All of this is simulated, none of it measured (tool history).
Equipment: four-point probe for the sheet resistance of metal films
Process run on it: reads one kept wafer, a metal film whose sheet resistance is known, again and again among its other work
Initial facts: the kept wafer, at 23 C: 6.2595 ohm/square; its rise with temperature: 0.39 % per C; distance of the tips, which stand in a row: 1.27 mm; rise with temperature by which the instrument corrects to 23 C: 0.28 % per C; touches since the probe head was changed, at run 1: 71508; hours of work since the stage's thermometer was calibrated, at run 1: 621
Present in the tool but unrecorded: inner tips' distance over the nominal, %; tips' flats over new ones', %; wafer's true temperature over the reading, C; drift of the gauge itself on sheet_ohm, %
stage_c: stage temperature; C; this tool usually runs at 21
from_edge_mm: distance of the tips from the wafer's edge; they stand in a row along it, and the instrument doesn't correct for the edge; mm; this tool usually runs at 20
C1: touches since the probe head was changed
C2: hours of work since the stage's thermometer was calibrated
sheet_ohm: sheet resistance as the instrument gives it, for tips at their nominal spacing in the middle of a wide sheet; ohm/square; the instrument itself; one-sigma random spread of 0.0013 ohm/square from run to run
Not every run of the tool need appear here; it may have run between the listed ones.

Run 1, day 0.000: usual settings; C1 71508; C2 621. Result: sheet_ohm 6.264316 ohm/square.
Run 2, day 1.242: usual settings; C1 72756; C2 636. Result: sheet_ohm 6.264168 ohm/square.
Run 3, day 2.825: usual settings; C1 74347; C2 654. Result: sheet_ohm 6.265264 ohm/square.
Run 4, day 4.029: usual settings but stage_c 23 C; C1 75559; C2 667. Result: sheet_ohm 6.279673 ohm/square.
Run 5, day 5.492: usual settings; C1 77029; C2 684. Result: sheet_ohm 6.264028 ohm/square.
Run 6, day 7.438: usual settings but stage_c 22 C; C1 78985; C2 706. Result: sheet_ohm 6.273528 ohm/square.
Run 7, day 9.479: usual settings but stage_c 22 C; C1 81037; C2 730. Result: sheet_ohm 6.274230 ohm/square.
Run 8, day 10.992: usual settings; C1 82554; C2 747. Result: sheet_ohm 6.267447 ohm/square.
At day 11.150: stage's thermometer calibrated.
Run 9, day 12.771: usual settings; C1 84323; C2 19. Result: sheet_ohm 6.268474 ohm/square.
Run 10, day 13.783: usual settings; C1 85341; C2 30. Result: sheet_ohm 6.270660 ohm/square.
Run 11, day 14.988: usual settings; C1 86551; C2 44. Result: sheet_ohm 6.271454 ohm/square.
Run 12, day 16.283: usual settings but stage_c 33 C, from_edge_mm 30 mm; C1 87854; C2 59. Result: sheet_ohm 6.341874 ohm/square.
Run 13, day 17.567: usual settings but stage_c 34 C, from_edge_mm 30 mm; C1 89144; C2 73. Result: sheet_ohm 6.349534 ohm/square.
Run 14, day 18.421: usual settings but stage_c 34 C, from_edge_mm 30 mm; C1 90001; C2 83. Result: sheet_ohm 6.349935 ohm/square.
Run 15, day 20.288: usual settings but from_edge_mm 62 mm; C1 91876; C2 104. Result: sheet_ohm 6.258608 ohm/square.
At day 21.146: stage's thermometer calibrated, once more.
Run 16, day 21.967: usual settings but from_edge_mm 62 mm; C1 93544; C2 9. Result: sheet_ohm 6.254674 ohm/square.
Run 17, day 22.888: usual settings but stage_c 23 C, from_edge_mm 22 mm; C1 94471; C2 20. Result: sheet_ohm 6.276985 ohm/square.
Run 18, day 24.029: usual settings but stage_c 23 C, from_edge_mm 22 mm; C1 95617; C2 33. Result: sheet_ohm 6.275634 ohm/square.

Each row is a separate what-if for the run after 18, all from the same tool condition, not one after another. Results?
Run A, day 25.979: usual settings but stage_c 30 C, from_edge_mm 22 mm; C1 97577; C2 55. Result: sheet_ohm ?.
Run B, day 25.979: usual settings but stage_c 24 C, from_edge_mm 49 mm; C1 97577; C2 55. Result: sheet_ohm ?.
Run C, day 25.979: usual settings but from_edge_mm 49 mm; C1 97577; C2 55. Result: sheet_ohm ?.
Run D, day 25.979: usual settings but stage_c 18 C, from_edge_mm 5 mm; C1 97577; C2 55. Result: sheet_ohm ?.
Run E, day 25.979: usual settings but stage_c 25 C, from_edge_mm 5 mm; C1 97577; C2 55. Result: sheet_ohm ?.

run  sheet_ohm
  A   6.325414
  B   6.276698
  C   6.254758
  D   6.440309
  E   6.493196
With no hidden state in the tool, these same runs would have given:
run  sheet_ohm
  A   6.317498
  B   6.268849
  C   6.246938
  D   6.432283
  E   6.485097

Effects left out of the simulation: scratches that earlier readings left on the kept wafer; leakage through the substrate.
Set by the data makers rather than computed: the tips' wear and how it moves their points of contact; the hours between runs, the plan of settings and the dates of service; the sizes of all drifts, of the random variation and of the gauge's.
